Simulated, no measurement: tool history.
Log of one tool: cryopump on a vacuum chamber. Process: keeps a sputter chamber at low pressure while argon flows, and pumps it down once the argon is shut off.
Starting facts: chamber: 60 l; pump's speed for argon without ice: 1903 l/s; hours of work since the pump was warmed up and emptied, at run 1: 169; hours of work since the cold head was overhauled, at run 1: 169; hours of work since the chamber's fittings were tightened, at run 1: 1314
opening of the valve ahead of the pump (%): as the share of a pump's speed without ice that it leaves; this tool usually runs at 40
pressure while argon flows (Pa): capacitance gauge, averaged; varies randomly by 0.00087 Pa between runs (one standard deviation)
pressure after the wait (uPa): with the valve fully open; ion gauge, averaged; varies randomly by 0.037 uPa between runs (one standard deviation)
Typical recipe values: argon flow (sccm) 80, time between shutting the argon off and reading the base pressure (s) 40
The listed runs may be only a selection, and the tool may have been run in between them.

run,hour,argon flow (sccm),time between shutting the argon off and reading the base pressure (s),opening of the valve ahead of the pump (%),hours of work since the pump was warmed up and emptied,hours of work since the cold head was overhauled,hours of work since the chamber's fittings were tightened,pressure while argon flows (Pa),pressure after the wait (uPa)
1,0,80,40,40,169,169,1314,0.1807,2.66
2,85.1,80,40,40,208,208,1353,0.185,2.63
3,165.1,80,40,40,245,245,1390,0.1859,2.74
4,229.3,80,40,40,275,275,1419,0.1831,2.7
5,272.3,80,40,40,295,295,1439,0.1845,2.75
6,327.6,80,40,40,320,320,1465,0.1869,2.78
7,406,80,40,40,356,356,1501,0.1875,2.81
8,476.4,80,40,40,389,389,1533,0.1866,2.86
9,559.4,80,40,40,427,427,1571,0.1865,2.86
10,606.1,80,40,40,449,449,1593,0.1887,2.89
11,670.2,80,40,34,478,478,1622,0.2224,2.88
12,722,80,40,34,502,502,1646,0.2194,2.85
13,786.9,53,40,40,532,532,1676,0.1272,2.92
14,871.5,53,40,40,571,571,1715,0.1265,2.9
15,938.2,53,40,40,602,602,1746,0.1267,3.05
16,1025.1,53,40,40,642,642,1786,0.1282,2.96
17,1086.5,53,40,40,670,670,1814,0.1289,3
18,1154.5,148,116,28,701,701,1846,0.5025,1.84
19,1208.3,92,261,57,726,726,1871,0.1647,1.48
20,1261.5,125,160,57,751,751,1895,0.223,1.66
21,1309.1,43,52,43,773,773,1917,0.0995,2.72
22,1410.1,43,52,43,819,819,1964,0.0985,2.83
23,1496.2,150,24,18,859,859,2003,0.7865,4.43
24,1562.6,150,24,18,889,889,2034,0.777,4.55
25,1666,104,24,18,937,937,2082,0.5459,4.62
26,1764.1,159,102,53,982,982,2127,0.3162,2.21
27,1810.9,159,102,53,1004,1004,2148,0.3174,2.2
28,1912.3,61,102,32,1051,1051,2195,0.1913,2.21
29,1956,135,21,37,1071,1071,2215,0.3701,5.08
30,2010.4,68,29,23,1096,1096,2240,0.2874,4.14
# hour 2095.7: pump warmed up, emptied and cooled again
31,2097.4,68,29,23,1,1134,2278,0.2647,3.8
32,2173.1,68,29,23,36,1169,2313,0.265,3.79
33,2218.5,118,92,40,57,1189,2334,0.2665,2.03
34,2320.6,118,92,40,104,1237,2381,0.2676,2.13

Below, some changes in pressure while argon flows (Pa) between adjacent runs. For each, the amount present without the hidden state too (settings, incoming material, random variation) and the amount remaining for the hidden state with gauge scatter not shared by both compared results:
Unlogged tool condition in this case: pump's speed, % of a pump's without ice; cold plate's temperature, K; leak into the chamber, uPa l/s; drift of the gauge itself on working_pa, %; drift of the gauge itself on base_upa, %.
Run 17 -> 18: argon flow (sccm) 53 -> 148, time between shutting the argon off and reading the base pressure (s) 40 -> 116, opening of the valve ahead of the pump (%) 40 -> 28. pressure while argon flows (Pa) +0.3736: hidden state +0.0208, all else +0.3528.
Run 18 -> 19: argon flow (sccm) 148 -> 92, time between shutting the argon off and reading the base pressure (s) 116 -> 261, opening of the valve ahead of the pump (%) 28 -> 57. pressure while argon flows (Pa) -0.3378: hidden state -0.0112, all else -0.3266.
Run 22 -> 23: argon flow (sccm) 43 -> 150, time between shutting the argon off and reading the base pressure (s) 52 -> 24, opening of the valve ahead of the pump (%) 43 -> 18. pressure while argon flows (Pa) +0.688: hidden state +0.0296, all else +0.6584.
Run 27 -> 28: argon flow (sccm) 159 -> 61, opening of the valve ahead of the pump (%) 53 -> 32. pressure while argon flows (Pa) -0.1261: hidden state -0.0303, all else -0.0958.
Run 28 -> 29: argon flow (sccm) 61 -> 135, time between shutting the argon off and reading the base pressure (s) 102 -> 21, opening of the valve ahead of the pump (%) 32 -> 37. pressure while argon flows (Pa) +0.1788: hidden state +0.0261, all else +0.1527.
